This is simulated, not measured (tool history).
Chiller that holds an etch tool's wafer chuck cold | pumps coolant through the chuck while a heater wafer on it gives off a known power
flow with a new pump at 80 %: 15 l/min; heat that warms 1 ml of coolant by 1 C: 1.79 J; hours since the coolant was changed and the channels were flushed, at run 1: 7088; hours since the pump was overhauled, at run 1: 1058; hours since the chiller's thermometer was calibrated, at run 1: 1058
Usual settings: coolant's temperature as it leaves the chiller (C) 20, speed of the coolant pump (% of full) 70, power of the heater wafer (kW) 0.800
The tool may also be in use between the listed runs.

run    hour  coolant's temperature as it leaves the chiller (C)  speed of the coolant pump (% of full)  power of the heater wafer (kW)  hours since the coolant was changed and the channels were flushed  hours since the pump was overhauled  hours since the chiller's thermometer was calibrated  chuck's temperature once it has settled (C)  how much warmer the coolant comes back (C)
  1     0.0                                                  20                                     70                           0.800                                                               7088                                 1058                                                  1058                                        26.09                                        2.07
  2    39.3                                                  20                                     70                           0.800                                                               7128                                 1098                                                  1098                                        25.94                                        2.07
       51.0  -- coolant changed, channels flushed
  3    97.5                                                  20                                     70                           0.800                                                                 47                                 1150                                                  1150                                        26.08                                        2.09
  4   149.4                                                  20                                     70                           1.061                                                                 98                                 1202                                                  1202                                        27.97                                        2.73
  5   186.7                                                  20                                     82                           0.800                                                                136                                 1239                                                  1239                                        25.07                                        1.73
  6   234.7                                                  20                                     82                           0.800                                                                184                                 1287                                                  1287                                        25.12                                        1.72
  7   270.1                                                  20                                     82                           0.800                                                                219                                 1322                                                  1322                                        25.18                                        1.74
  8   295.7                                                  20                                     82                           0.800                                                                245                                 1348                                                  1348                                        24.98                                        1.78
  9   346.1                                                  20                                     70                           0.800                                                                295                                 1398                                                  1398                                        25.74                                        2.09
 10   387.1                                                  20                                     70                           0.800                                                                336                                 1439                                                  1439                                        25.84                                        2.05
 11   433.6                                                  27                                     70                           0.800                                                                383                                 1486                                                  1486                                        32.87                                        2.11
 12   487.8                                                  27                                     70                           0.800                                                                437                                 1540                                                  1540                                        32.75                                        2.09
 13   523.7                                                  27                                     72                           0.800                                                                473                                 1576                                                  1576                                        32.49                                        2.01
 14   585.6                                                  11                                     72                           0.800                                                                535                                 1638                                                  1638                                        16.41                                        2.03
 15   611.0                                                  11                                     72                           0.800                                                                560                                 1663                                                  1663                                        16.51                                        2.01
 16   661.6                                                  11                                     78                           0.800                                                                611                                 1714                                                  1714                                        15.98                                        1.85
      681.0  -- gauge calibrated
 17   703.3                                                  22                                     70                           0.628                                                                652                                 1756                                                  1756                                        26.77                                        1.67
 18   733.9                                                  12                                     93                           0.800                                                                683                                 1786                                                  1786                                        16.44                                        1.54
 19   771.5                                                  12                                     93                           0.800                                                                720                                 1824                                                  1824                                        16.49                                        1.48
 20   820.7                                                  12                                     93                           0.800                                                                770                                 1873                                                  1873                                        16.48                                        1.50
 21   850.2                                                  13                                     93                           0.455                                                                799                                 1903                                                  1903                                        15.41                                        0.86
 22   882.2                                                  20                                     99                           0.461                                                                831                                 1934                                                  1934                                        22.48                                        0.86
 23   907.5                                                  14                                     99                           0.838                                                                856                                 1960                                                  1960                                        18.37                                        1.49
 24   942.6                                                  13                                     70                           0.607                                                                892                                 1995                                                  1995                                        17.58                                        1.58
 25   997.9                                                  13                                     70                           0.607                                                                947                                 2050                                                  2050                                        17.36                                        1.55
 26  1032.0                                                  13                                     64                           0.638                                                                981                                 2084                                                  2084                                        18.32                                        1.87
 27  1091.4                                                  24                                     66                           0.537                                                               1040                                 2144                                                  2144                                        27.97                                        1.50
 28  1143.7                                                  28                                     78                           0.800                                                               1093                                 2196                                                  2196                                        33.17                                        1.86
 29  1193.6                                                  28                                     78                           0.716                                                               1143                                 2246                                                  2246                                        32.52                                        1.63
 30  1248.4                                                  28                                     78                           0.716                                                               1197                                 2301                                                  2301                                        32.36                                        1.66
 31  1275.4                                                  13                                     90                           0.570                                                               1224                                 2328                                                  2328                                        16.14                                        1.14
 32  1310.0                                                  10                                     68                           0.406                                                               1259                                 2362                                                  2362                                        12.61                                        1.06

Measured less the same run without the tool's hidden state. The same run-to-run variation is in both; the gauge's scatter may not be:
The hidden state here: heat passed by the chuck's channels, % of clean ones'; flow at a given pump speed, % of a new pump's; coolant's true temperature over the reading, C; drift of the gauge itself on chuck_c, C; drift of the gauge itself on warmer_back_c, C.
run  chuck's temperature once it has settled (C)
  1                                        +0.02
  2                                        -0.01
  3                                        -0.07
  4                                        -0.11
  5                                        -0.13
  6                                        -0.17
  7                                        -0.19
  8                                        -0.22
  9                                        -0.25
 10                                        -0.28
 11                                        -0.31
 12                                        -0.36
 13                                        -0.38
 14                                        -0.42
 15                                        -0.44
 16                                        -0.48
 17                                        -0.02
 18                                        -0.04
 19                                        -0.07
 20                                        -0.11
 21                                        -0.13
 22                                        -0.16
 23                                        -0.17
 24                                        -0.20
 25                                        -0.23
 26                                        -0.26
 27                                        -0.31
 28                                        -0.34
 29                                        -0.38
 30                                        -0.42
 31                                        -0.44
 32                                        -0.47
how much warmer the coolant comes back (C): within 0.01 of the measured result in every run.
